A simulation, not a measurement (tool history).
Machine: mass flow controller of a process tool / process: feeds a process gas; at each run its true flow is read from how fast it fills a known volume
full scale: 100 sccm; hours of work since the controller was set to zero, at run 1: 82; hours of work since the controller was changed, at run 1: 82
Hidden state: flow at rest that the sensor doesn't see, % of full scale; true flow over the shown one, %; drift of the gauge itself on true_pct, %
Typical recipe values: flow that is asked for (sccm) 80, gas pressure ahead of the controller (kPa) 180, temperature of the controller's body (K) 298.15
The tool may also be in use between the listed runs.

run,hour,flow that is asked for (sccm),gas pressure ahead of the controller (kPa),temperature of the controller's body (K),hours of work since the controller was set to zero,hours of work since the controller was changed,true flow (%)
1,0,80,180,298.15,82,82,99.89
2,100.4,12,180,298.15,135,135,99.15
3,220.4,12,180,298.15,199,199,98.88
4,333.8,12,180,298.15,259,259,98.71
5,538,12,180,298.15,368,368,98.53
6,743.2,12,272,298.15,477,477,97.64
7,842.4,12,272,298.15,530,530,97.68
8,1044.5,12,192,298.15,637,637,97.94
9,1141.5,12,192,298.15,689,689,97.86
10,1240.2,12,192,298.15,741,741,97.85
11,1403.2,12,192,298.15,828,828,97.67
12,1625.6,80,180,298.15,946,946,98.21
13,1846.3,80,189,298.15,1064,1064,98.12
14,1976,80,180,298.15,1133,1133,98.01
15,2087.4,80,180,298.15,1192,1192,97.78
16,2283.9,80,180,298.15,1297,1297,97.62
17,2497.7,80,180,298.15,1410,1410,97.44
# hour 2584.7: gauge calibrated
18,2592.3,80,144,298.15,1461,1461,100.17
19,2757.5,80,144,310.15,1548,1548,98.73
20,2853.8,80,144,310.15,1600,1600,98.62
21,2958.8,80,215,298.15,1656,1656,99.15
22,3179.4,80,215,298.15,1773,1773,99.01
23,3327.1,80,215,298.15,1852,1852,98.79
24,3456.3,80,215,298.15,1920,1920,98.74
25,3634.4,47,262,293.15,2015,2015,98.39
26,3738.6,38,233,298.15,2070,2070,97.8
27,3855.4,38,233,298.15,2133,2133,97.76
28,4037.3,74,233,311.15,2229,2229,96.57
29,4254.9,21,147,308.15,2345,2345,96.78
30,4372.7,73,206,308.15,2408,2408,96.66
31,4521.6,18,157,294.15,2487,2487,97.8
32,4634.2,18,155,298.15,2547,2547,97.32
33,4834.6,18,178,297.15,2654,2654,97.04
34,4934.9,25,151,294.15,2707,2707,97.51
35,5073.5,25,151,295.15,2781,2781,97.43

Expected results for the next run?
36,5281.1,25,151,295.15,2891,2891,?

true flow (%): 97.12
With the hidden condition absent and the run-to-run variation left alone, this run would have shown true flow (%) 99.81.

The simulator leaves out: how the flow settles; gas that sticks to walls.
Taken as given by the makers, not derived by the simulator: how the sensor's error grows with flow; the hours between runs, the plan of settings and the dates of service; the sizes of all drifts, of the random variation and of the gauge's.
